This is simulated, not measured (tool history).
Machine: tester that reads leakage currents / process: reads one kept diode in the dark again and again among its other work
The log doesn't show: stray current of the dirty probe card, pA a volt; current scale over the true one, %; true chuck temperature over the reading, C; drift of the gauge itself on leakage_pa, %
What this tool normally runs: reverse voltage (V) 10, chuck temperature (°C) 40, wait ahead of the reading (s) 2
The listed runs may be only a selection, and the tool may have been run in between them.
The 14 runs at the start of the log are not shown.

run,hour,reverse voltage (V),chuck temperature (°C),wait ahead of the reading (s),hours of work since the probe card was cleaned,hours of work since the tester was calibrated,hours of work since the chuck was calibrated,current that the tester gives (pA)
15,2022.2,10,40,2,668,1220,886,658.77
16,2112.9,10,40,2,715,1267,933,657.55
17,2221.2,10,40,2,771,1323,989,656.12
18,2413.9,10,40,1.28,871,1423,1088,657.87
19,2520.9,10,40,0.55,926,1479,1144,659.35
20,2684,1.1,40,2,1011,1563,1228,222.88
21,2880.1,1.1,40,2,1112,1665,1330,223.63
22,3042.9,1.1,40,2,1196,1749,1414,222.54
# hour 3155.3: probe card cleaned and baked
23,3249.8,10,24,2.49,49,1854,1520,170.93
24,3355.2,5.7,25,1.55,103,1909,1574,141.37
25,3557.4,10,48,9.34,208,2014,1679,1226.78

Expected results for the next run?
# hour 3676.3: chuck's temperature calibrated
26,3706.9,6.8,55,0.4,284,2090,16,?

current that the tester gives (pA): 1727.53
Without the tool's hidden state the same run would have given current that the tester gives (pA) 1727.02.

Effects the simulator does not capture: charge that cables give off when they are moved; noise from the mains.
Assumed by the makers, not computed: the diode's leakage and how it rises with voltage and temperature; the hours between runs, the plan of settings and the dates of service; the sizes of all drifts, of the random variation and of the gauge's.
